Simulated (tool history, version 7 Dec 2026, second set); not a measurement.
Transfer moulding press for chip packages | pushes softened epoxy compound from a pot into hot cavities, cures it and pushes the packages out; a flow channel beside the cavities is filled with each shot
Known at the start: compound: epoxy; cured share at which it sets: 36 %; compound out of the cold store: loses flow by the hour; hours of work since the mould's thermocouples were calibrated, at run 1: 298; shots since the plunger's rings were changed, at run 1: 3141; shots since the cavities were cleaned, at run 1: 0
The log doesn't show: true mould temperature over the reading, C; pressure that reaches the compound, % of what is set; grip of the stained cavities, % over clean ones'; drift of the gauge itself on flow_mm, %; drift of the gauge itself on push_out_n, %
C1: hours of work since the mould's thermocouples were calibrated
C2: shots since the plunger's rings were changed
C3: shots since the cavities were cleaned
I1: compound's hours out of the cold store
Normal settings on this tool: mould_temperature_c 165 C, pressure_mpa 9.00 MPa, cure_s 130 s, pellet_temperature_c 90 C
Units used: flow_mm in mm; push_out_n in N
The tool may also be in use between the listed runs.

{"run": 1, "hour": 0.0, "mould_temperature_c": 165, "pressure_mpa": 9.0, "cure_s": 130, "pellet_temperature_c": 90, "C1": 298, "C2": 3141, "C3": 0, "I1": 43.6, "flow_mm": 884, "push_out_n": 494}
{"run": 2, "hour": 9.6, "mould_temperature_c": 165, "pressure_mpa": 9.0, "cure_s": 130, "pellet_temperature_c": 90, "C1": 304, "C2": 3222, "C3": 81, "I1": 42.7, "flow_mm": 887, "push_out_n": 571}
{"run": 3, "hour": 20.1, "mould_temperature_c": 165, "pressure_mpa": 9.0, "cure_s": 130, "pellet_temperature_c": 90, "C1": 310, "C2": 3310, "C3": 169, "I1": 18.6, "flow_mm": 976, "push_out_n": 676}
{"run": 4, "hour": 34.3, "mould_temperature_c": 165, "pressure_mpa": 9.0, "cure_s": 130, "pellet_temperature_c": 90, "C1": 318, "C2": 3430, "C3": 289, "I1": 30.2, "flow_mm": 930, "push_out_n": 788}
{"run": 5, "hour": 51.7, "mould_temperature_c": 165, "pressure_mpa": 9.0, "cure_s": 130, "pellet_temperature_c": 90, "C1": 328, "C2": 3577, "C3": 436, "I1": 45.6, "flow_mm": 876, "push_out_n": 880}
{"run": 6, "hour": 71.4, "mould_temperature_c": 165, "pressure_mpa": 9.0, "cure_s": 130, "pellet_temperature_c": 90, "C1": 340, "C2": 3743, "C3": 602, "I1": 16.9, "flow_mm": 983, "push_out_n": 971}
{"hour": 77.6, "done": "cavities cleaned with cleaning compound and waxed"}
{"run": 7, "hour": 90.8, "mould_temperature_c": 165, "pressure_mpa": 9.0, "cure_s": 126, "pellet_temperature_c": 90, "C1": 350, "C2": 3894, "C3": 111, "I1": 29.9, "flow_mm": 931, "push_out_n": 645}
{"run": 8, "hour": 110.4, "mould_temperature_c": 165, "pressure_mpa": 9.0, "cure_s": 130, "pellet_temperature_c": 90, "C1": 362, "C2": 4060, "C3": 277, "I1": 46.2, "flow_mm": 870, "push_out_n": 746}
{"run": 9, "hour": 127.3, "mould_temperature_c": 165, "pressure_mpa": 9.0, "cure_s": 130, "pellet_temperature_c": 90, "C1": 372, "C2": 4203, "C3": 420, "I1": 35.3, "flow_mm": 908, "push_out_n": 866}
{"run": 10, "hour": 139.5, "mould_temperature_c": 165, "pressure_mpa": 9.0, "cure_s": 130, "pellet_temperature_c": 90, "C1": 379, "C2": 4306, "C3": 523, "I1": 33.9, "flow_mm": 910, "push_out_n": 937}
{"hour": 154.7, "done": "cavities cleaned with cleaning compound and waxed"}
{"run": 11, "hour": 159.4, "mould_temperature_c": 165, "pressure_mpa": 9.0, "cure_s": 130, "pellet_temperature_c": 90, "C1": 390, "C2": 4461, "C3": 40, "I1": 46.2, "flow_mm": 863, "push_out_n": 565}
{"run": 12, "hour": 171.3, "mould_temperature_c": 165, "pressure_mpa": 9.0, "cure_s": 130, "pellet_temperature_c": 90, "C1": 397, "C2": 4561, "C3": 140, "I1": 40.7, "flow_mm": 887, "push_out_n": 652}
{"run": 13, "hour": 181.1, "mould_temperature_c": 165, "pressure_mpa": 9.0, "cure_s": 130, "pellet_temperature_c": 90, "C1": 402, "C2": 4644, "C3": 223, "I1": 30.1, "flow_mm": 917, "push_out_n": 735}
{"run": 14, "hour": 198.1, "mould_temperature_c": 163, "pressure_mpa": 9.0, "cure_s": 130, "pellet_temperature_c": 90, "C1": 412, "C2": 4788, "C3": 367, "I1": 37.3, "flow_mm": 902, "push_out_n": 889}
{"run": 15, "hour": 210.5, "mould_temperature_c": 159, "pressure_mpa": 9.46, "cure_s": 138, "pellet_temperature_c": 90, "C1": 419, "C2": 4892, "C3": 471, "I1": 33.0, "flow_mm": 957, "push_out_n": 1100}
{"hour": 231.9, "done": "cavities cleaned with cleaning compound and waxed"}
{"run": 16, "hour": 231.9, "mould_temperature_c": 172, "pressure_mpa": 7.27, "cure_s": 130, "pellet_temperature_c": 97, "C1": 431, "C2": 5060, "C3": 0, "I1": 45.2, "flow_mm": 759, "push_out_n": 454}
{"run": 17, "hour": 246.4, "mould_temperature_c": 172, "pressure_mpa": 7.27, "cure_s": 130, "pellet_temperature_c": 97, "C1": 439, "C2": 5182, "C3": 122, "I1": 26.8, "flow_mm": 814, "push_out_n": 569}
{"hour": 249.9, "done": "mould's thermocouples calibrated"}
{"run": 18, "hour": 268.3, "mould_temperature_c": 172, "pressure_mpa": 7.27, "cure_s": 130, "pellet_temperature_c": 97, "C1": 11, "C2": 5350, "C3": 290, "I1": 29.8, "flow_mm": 804, "push_out_n": 669}
{"run": 19, "hour": 277.8, "mould_temperature_c": 172, "pressure_mpa": 7.32, "cure_s": 130, "pellet_temperature_c": 96, "C1": 16, "C2": 5430, "C3": 370, "I1": 42.1, "flow_mm": 764, "push_out_n": 743}
{"run": 20, "hour": 294.7, "mould_temperature_c": 165, "pressure_mpa": 10.82, "cure_s": 115, "pellet_temperature_c": 90, "C1": 26, "C2": 5573, "C3": 513, "I1": 22.9, "flow_mm": 1039, "push_out_n": 1112}
{"hour": 311.4, "done": "cavities cleaned with cleaning compound and waxed"}
{"run": 21, "hour": 315.1, "mould_temperature_c": 165, "pressure_mpa": 9.0, "cure_s": 130, "pellet_temperature_c": 81, "C1": 37, "C2": 5733, "C3": 32, "I1": 10.7, "flow_mm": 993, "push_out_n": 573}
{"run": 22, "hour": 323.4, "mould_temperature_c": 165, "pressure_mpa": 9.0, "cure_s": 116, "pellet_temperature_c": 86, "C1": 42, "C2": 5802, "C3": 101, "I1": 46.3, "flow_mm": 859, "push_out_n": 738}
{"run": 23, "hour": 339.8, "mould_temperature_c": 164, "pressure_mpa": 8.17, "cure_s": 116, "pellet_temperature_c": 86, "C1": 52, "C2": 5941, "C3": 240, "I1": 38.1, "flow_mm": 850, "push_out_n": 927}
{"run": 24, "hour": 350.4, "mould_temperature_c": 162, "pressure_mpa": 8.17, "cure_s": 116, "pellet_temperature_c": 86, "C1": 58, "C2": 6031, "C3": 330, "I1": 31.3, "flow_mm": 879, "push_out_n": 1156}
{"hour": 360.3, "done": "plunger's sealing rings changed"}
{"run": 25, "hour": 371.9, "mould_temperature_c": 162, "pressure_mpa": 8.17, "cure_s": 116, "pellet_temperature_c": 86, "C1": 69, "C2": 98, "C3": 490, "I1": 33.1, "flow_mm": 917, "push_out_n": 1347}
{"hour": 375.8, "done": "mould's thermocouples calibrated, once more"}
{"run": 26, "hour": 386.9, "mould_temperature_c": 165, "pressure_mpa": 7.79, "cure_s": 140, "pellet_temperature_c": 90, "C1": 6, "C2": 207, "C3": 599, "I1": 41.3, "flow_mm": 858, "push_out_n": 870}
{"hour": 392.8, "done": "cavities cleaned with cleaning compound and waxed"}
{"run": 27, "hour": 403.5, "mould_temperature_c": 161, "pressure_mpa": 8.22, "cure_s": 121, "pellet_temperature_c": 87, "C1": 15, "C2": 335, "C3": 90, "I1": 44.1, "flow_mm": 886, "push_out_n": 823}

5 options for the next run, each taken on its own from the tool as it stands now. Forecast them:
{"run": "A", "hour": 414.6, "mould_temperature_c": 165, "pressure_mpa": 9.0, "cure_s": 130, "pellet_temperature_c": 86, "C1": 22, "C2": 429, "C3": 184, "I1": 24.9, "flow_mm": "?", "push_out_n": "?"}
{"run": "B", "hour": 414.6, "mould_temperature_c": 165, "pressure_mpa": 9.22, "cure_s": 130, "pellet_temperature_c": 97, "C1": 22, "C2": 429, "C3": 184, "I1": 22.6, "flow_mm": "?", "push_out_n": "?"}
{"run": "C", "hour": 414.6, "mould_temperature_c": 171, "pressure_mpa": 8.75, "cure_s": 121, "pellet_temperature_c": 92, "C1": 22, "C2": 429, "C3": 184, "I1": 44.6, "flow_mm": "?", "push_out_n": "?"}
{"run": "D", "hour": 414.6, "mould_temperature_c": 158, "pressure_mpa": 8.6, "cure_s": 144, "pellet_temperature_c": 90, "C1": 22, "C2": 429, "C3": 184, "I1": 8.7, "flow_mm": "?", "push_out_n": "?"}
{"run": "E", "hour": 414.6, "mould_temperature_c": 167, "pressure_mpa": 8.22, "cure_s": 121, "pellet_temperature_c": 91, "C1": 22, "C2": 429, "C3": 184, "I1": 15.4, "flow_mm": "?", "push_out_n": "?"}

run=A flow_mm=984 push_out_n=707
run=B flow_mm=994 push_out_n=702
run=C flow_mm=874 push_out_n=617
run=D flow_mm=1055 push_out_n=918
run=E flow_mm=966 push_out_n=711
What these runs would have given with no unlogged condition in the tool:
run=A flow_mm=986 push_out_n=496
run=B flow_mm=996 push_out_n=494
run=C flow_mm=875 push_out_n=439
run=D flow_mm=1057 push_out_n=634
run=E flow_mm=968 push_out_n=497

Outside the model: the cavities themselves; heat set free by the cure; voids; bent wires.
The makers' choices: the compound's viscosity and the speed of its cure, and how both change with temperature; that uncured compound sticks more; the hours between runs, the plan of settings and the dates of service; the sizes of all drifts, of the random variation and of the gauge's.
